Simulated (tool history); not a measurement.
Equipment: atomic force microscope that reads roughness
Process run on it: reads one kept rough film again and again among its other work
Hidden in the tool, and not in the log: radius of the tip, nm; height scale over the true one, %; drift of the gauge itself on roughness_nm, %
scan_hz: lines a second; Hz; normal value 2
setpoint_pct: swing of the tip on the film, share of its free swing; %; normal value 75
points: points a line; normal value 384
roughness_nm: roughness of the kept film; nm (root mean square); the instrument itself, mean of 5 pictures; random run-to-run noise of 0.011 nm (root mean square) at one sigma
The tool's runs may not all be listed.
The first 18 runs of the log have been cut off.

run	day	scan_hz	setpoint_pct	points	pictures with this tip	hours of work since the height scale was calibrated	roughness_nm
# day 36.004: new tip fitted
19	37.662	2	71	384	47	415	2.623
# day 38.471: new tip fitted
20	39.821	2	71	384	38	437	2.62
# day 40.938: new tip fitted
21	41.408	2	75	384	13	452	2.6
22	42.846	2	75	384	54	467	2.575
# day 43.483: new tip fitted
23	44.667	2	75	384	33	485	2.566
# day 46.079: new tip fitted
24	46.183	2.49	88	720	3	500	2.278
# day 48.529: new tip fitted
25	48.804	1.03	87	347	8	526	2.591
# day 51.05: new tip fitted
26	51.796	1.83	87	638	21	556	2.424
# day 53.55: new tip fitted
27	54.75	0.98	62	789	35	585	2.871
# day 56.096: new tip fitted
28	56.325	0.98	62	789	7	601	2.852
29	57.833	1.47	87	789	50	616	2.515
# day 58.667: new tip fitted
30	60.658	1.63	66	922	57	644	2.755
# day 61.221: new tip fitted
31	63.346	1.63	66	922	61	671	2.76
# day 63.842: new tip fitted
32	65.046	1.63	66	922	34	687	2.75
# day 66.317: new tip fitted
33	66.904	3.06	75	824	16	706	2.47
34	68.317	1.33	82	384	57	720	2.599
# day 68.892: new tip fitted
35	70.829	1.33	82	384	56	745	2.599
# day 71.362: new tip fitted
36	73.254	1.33	82	384	54	769	2.602
# day 73.862: new tip fitted
37	75.004	1.33	82	384	33	786	2.588
# day 76.35: new tip fitted
38	77.608	2	58	384	36	812	2.746
# day 78.788: new tip fitted
39	80.533	1	75	489	50	841	2.735
# day 81.333: new tip fitted
40	82.558	1	75	489	35	862	2.732

Predict the results of run 41:
# day 83.908: new tip fitted
41	85.483	2.65	84	671	45	891	?

Run 41 gave roughness_nm 2.32 nm (root mean square).
The same run, on a tool lacking any hidden state, would have yielded roughness_nm 2.327 nm (root mean square).
